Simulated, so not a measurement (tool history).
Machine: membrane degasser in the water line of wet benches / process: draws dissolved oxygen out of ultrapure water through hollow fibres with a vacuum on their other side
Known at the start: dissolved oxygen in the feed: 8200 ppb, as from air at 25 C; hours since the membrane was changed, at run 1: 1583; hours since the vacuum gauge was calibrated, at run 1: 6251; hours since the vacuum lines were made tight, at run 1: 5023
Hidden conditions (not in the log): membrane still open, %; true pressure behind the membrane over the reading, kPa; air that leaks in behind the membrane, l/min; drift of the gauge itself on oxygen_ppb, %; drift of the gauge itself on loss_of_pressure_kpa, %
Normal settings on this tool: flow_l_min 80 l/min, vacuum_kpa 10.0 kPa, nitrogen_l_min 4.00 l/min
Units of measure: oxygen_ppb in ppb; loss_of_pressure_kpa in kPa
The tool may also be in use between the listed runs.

run   hour  flow_l_min  vacuum_kpa  nitrogen_l_min  hours since the membrane was changed  hours since the vacuum gauge was calibrated  hours since the vacuum lines were made tight  oxygen_ppb  loss_of_pressure_kpa
  1    0.0          80        10.0            4.00                                  1583                                         6251                                          5023       553.7                 57.84
  2   82.4          80        10.0            4.00                                  1666                                         6334                                          5105       545.2                 57.45
     119.1  -- vacuum gauge calibrated
  3  155.2          80        10.0            4.00                                  1738                                           36                                          5177       560.2                 57.53
  4  232.0          80        10.0            4.00                                  1815                                          113                                          5254       563.0                 57.36
  5  312.8          73        10.0            4.00                                  1896                                          194                                          5335       469.4                 51.95
  6  356.7          73        10.0            4.00                                  1939                                          238                                          5379       471.4                 51.93
  7  409.1          73        10.0           10.47                                  1992                                          290                                          5431       319.2                 51.75
  8  458.5          96        10.0            4.32                                  2041                                          339                                          5481       739.4                 68.16
  9  527.2          96        10.0            4.32                                  2110                                          408                                          5549       731.3                 68.08
 10  592.6          96        10.0            4.32                                  2175                                          474                                          5615       734.1                 67.80
 11  670.7          96        10.0            4.32                                  2254                                          552                                          5693       736.6                 67.43

4 ways to go on from here, each from the tool as it stands after run 11. What would each give?
  A  761.6          57         6.6            4.32                                  2344                                          643                                          5784           ?                     ?
  B  761.6         118         6.5            1.61                                  2344                                          643                                          5784           ?                     ?
  C  761.6          70        11.7            3.24                                  2344                                          643                                          5784           ?                     ?
  D  761.6          80        20.0            3.75                                  2344                                          643                                          5784           ?                     ?

run  oxygen_ppb  loss_of_pressure_kpa
  A       192.9                 40.04
  B      1048.1                 82.75
  C       559.3                 48.87
  D       965.0                 56.16
Stripped of hidden state, with their random variation kept, the same runs would have yielded:
run  oxygen_ppb  loss_of_pressure_kpa
  A       192.8                 41.09
  B      1047.7                 84.92
  C       559.1                 50.15
  D       964.8                 57.63

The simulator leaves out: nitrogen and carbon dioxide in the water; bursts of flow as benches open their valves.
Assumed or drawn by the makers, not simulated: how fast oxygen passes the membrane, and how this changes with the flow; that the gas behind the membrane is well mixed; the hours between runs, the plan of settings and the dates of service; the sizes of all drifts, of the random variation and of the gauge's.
